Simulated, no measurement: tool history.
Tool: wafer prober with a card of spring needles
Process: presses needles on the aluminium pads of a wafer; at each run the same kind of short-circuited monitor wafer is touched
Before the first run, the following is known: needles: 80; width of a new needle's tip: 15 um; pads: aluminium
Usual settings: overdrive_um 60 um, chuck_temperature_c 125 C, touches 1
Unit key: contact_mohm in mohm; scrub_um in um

| run | hour | overdrive_um | chuck_temperature_c | touches | contact_mohm | scrub_um |
|---|---|---|---|---|---|---|
| 1 | 0 | 60 | 125 | 1 | 295 | 7.27 |
|  | 4.3 | tips cleaned on abrasive film |
|  | 23.8 | tips cleaned on abrasive film |
| 2 | 37.3 | 60 | 125 | 1 | 297 | 7.25 |
|  | 41.4 | tips cleaned on abrasive film |
|  | 60.9 | tips cleaned on abrasive film |
|  | 81.1 | tips cleaned on abrasive film |
|  | 100.6 | tips cleaned on abrasive film |
| 3 | 100.6 | 60 | 125 | 1 | 160 | 7.24 |
|  | 121 | tips cleaned on abrasive film |
|  | 140.4 | tips cleaned on abrasive film |
|  | 160.3 | tips cleaned on abrasive film |
| 4 | 168.4 | 60 | 125 | 1 | 250 | 7.22 |
|  | 181.2 | tips cleaned on abrasive film |
|  | 198.2 | tips cleaned on abrasive film |
|  | 217.1 | tips cleaned on abrasive film |
| 5 | 220.1 | 60 | 68 | 1 | 189 | 7.19 |
|  | 235.8 | tips cleaned on abrasive film |
|  | 255.2 | tips cleaned on abrasive film |
|  | 274.1 | tips cleaned on abrasive film |
| 6 | 277.5 | 60 | 68 | 1 | 193 | 7.17 |
|  | 293.3 | tips cleaned on abrasive film |
|  | 314.4 | tips cleaned on abrasive film |
| 7 | 318.6 | 60 | 68 | 1 | 224 | 7.19 |
|  | 333.3 | tips cleaned on abrasive film |
|  | 354.6 | tips cleaned on abrasive film |
|  | 375.8 | tips cleaned on abrasive film |
| 8 | 379.3 | 60 | 125 | 1 | 203 | 7.15 |
|  | 395.8 | tips cleaned on abrasive film |
|  | 414.3 | tips cleaned on abrasive film |
| 9 | 423.3 | 60 | 125 | 1 | 257 | 7.11 |
|  | 435.2 | tips cleaned on abrasive film |
|  | 455.3 | tips cleaned on abrasive film |
|  | 473.2 | tips cleaned on abrasive film |
| 10 | 473.2 | 60 | 125 | 1 | 152 | 7.14 |
|  | 493 | tips cleaned on abrasive film |
|  | 512.7 | tips cleaned on abrasive film |
| 11 | 525.2 | 52 | 125 | 1 | 339 | 6.14 |
|  | 533.4 | tips cleaned on abrasive film |
|  | 545.3 | height of the first contact set anew |
|  | 553.8 | tips cleaned on abrasive film |
| 12 | 564.6 | 60 | 125 | 1 | 285 | 7.02 |
|  | 571.9 | tips cleaned on abrasive film |
|  | 592.1 | tips cleaned on abrasive film |
| 13 | 607.6 | 50 | 125 | 1 | 407 | 5.82 |
|  | 611.9 | tips cleaned on abrasive film |
|  | 632.2 | tips cleaned on abrasive film |
|  | 652.3 | tips cleaned on abrasive film |
| 14 | 668 | 50 | 125 | 1 | 406 | 5.78 |
|  | 672.3 | tips cleaned on abrasive film |
|  | 693.1 | tips cleaned on abrasive film |
|  | 700.9 | height of the first contact set anew, once more |
|  | 713.6 | tips cleaned on abrasive film |
|  | 734.1 | tips cleaned on abrasive film |
| 15 | 736.2 | 60 | 32 | 1 | 193 | 7.3 |
|  | 753.2 | tips cleaned on abrasive film |
|  | 774.1 | tips cleaned on abrasive film |
| 16 | 789.6 | 42 | 38 | 3 | 268 | 5.11 |
|  | 792.9 | tips cleaned on abrasive film |
|  | 812.9 | tips cleaned on abrasive film |
|  | 832.8 | tips cleaned on abrasive film |
|  | 849.9 | tips cleaned on abrasive film |
| 17 | 849.9 | 65 | 116 | 2 | 151 | 7.88 |
|  | 868.7 | tips cleaned on abrasive film |
|  | 888.8 | tips cleaned on abrasive film |
| 18 | 901 | 67 | 123 | 3 | 183 | 8.11 |
|  | 908.2 | tips cleaned on abrasive film |
|  | 929 | tips cleaned on abrasive film |
| 19 | 929.2 | 56 | 28 | 1 | 154 | 6.79 |
|  | 948 | tips cleaned on abrasive film |
|  | 968.5 | tips cleaned on abrasive film |
|  | 986.2 | tips cleaned on abrasive film |
| 20 | 997.3 | 56 | 46 | 1 | 333 | 6.75 |
|  | 1005.8 | tips cleaned on abrasive film |
|  | 1025.5 | tips cleaned on abrasive film |
|  | 1044.2 | tips cleaned on abrasive film |
|  | 1063.5 | tips cleaned on abrasive film |
| 21 | 1065.2 | 56 | 46 | 1 | 191 | 6.73 |
|  | 1080.9 | tips cleaned on abrasive film |
|  | 1100.9 | tips cleaned on abrasive film |
| 22 | 1106.9 | 79 | 100 | 1 | 198 | 9.51 |
|  | 1118.3 | tips cleaned on abrasive film |
|  | 1137.1 | tips cleaned on abrasive film |
| 23 | 1150.8 | 79 | 96 | 1 | 243 | 9.52 |
|  | 1155.2 | tips cleaned on abrasive film |
|  | 1174.5 | tips cleaned on abrasive film |
|  | 1193.8 | tips cleaned on abrasive film |
| 24 | 1196.5 | 68 | 51 | 2 | 161 | 8.16 |
|  | 1211.1 | tips cleaned on abrasive film |
|  | 1228.1 | tips cleaned on abrasive film |
| 25 | 1235.1 | 60 | 125 | 3 | 187 | 7.18 |
|  | 1246.4 | tips cleaned on abrasive film |
|  | 1266.2 | tips cleaned on abrasive film |
|  | 1287.3 | tips cleaned on abrasive film |
| 26 | 1297.4 | 41 | 91 | 2 | 331 | 4.83 |
|  | 1305.9 | tips cleaned on abrasive film |
|  | 1324.3 | tips cleaned on abrasive film |
|  | 1344.2 | tips cleaned on abrasive film |
| 27 | 1345.6 | 49 | 50 | 1 | 201 | 5.83 |

Forecast each of these 5 alternatives for the next run:
|  | 1362.3 | tips cleaned on abrasive film |
| A | 1377.5 | 67 | 28 | 2 | ? | ? |
|  | 1362.3 | tips cleaned on abrasive film |
| B | 1377.5 | 53 | 28 | 1 | ? | ? |
|  | 1362.3 | tips cleaned on abrasive film |
| C | 1377.5 | 60 | 110 | 1 | ? | ? |
|  | 1362.3 | tips cleaned on abrasive film |
| D | 1377.5 | 49 | 98 | 1 | ? | ? |
|  | 1362.3 | tips cleaned on abrasive film |
| E | 1377.5 | 65 | 50 | 1 | ? | ? |

| run | contact_mohm | scrub_um |
|---|---|---|
| A | 221 | 8 |
| B | 378 | 6.28 |
| C | 313 | 7.12 |
| D | 402 | 5.79 |
| E | 294 | 7.75 |
Take away the tool's hidden state, keep each run's random variation, and the runs would have read:
| run | contact_mohm | scrub_um |
|---|---|---|
| A | 125 | 8.19 |
| B | 128 | 6.47 |
| C | 139 | 7.31 |
| D | 141 | 5.98 |
| E | 129 | 7.94 |
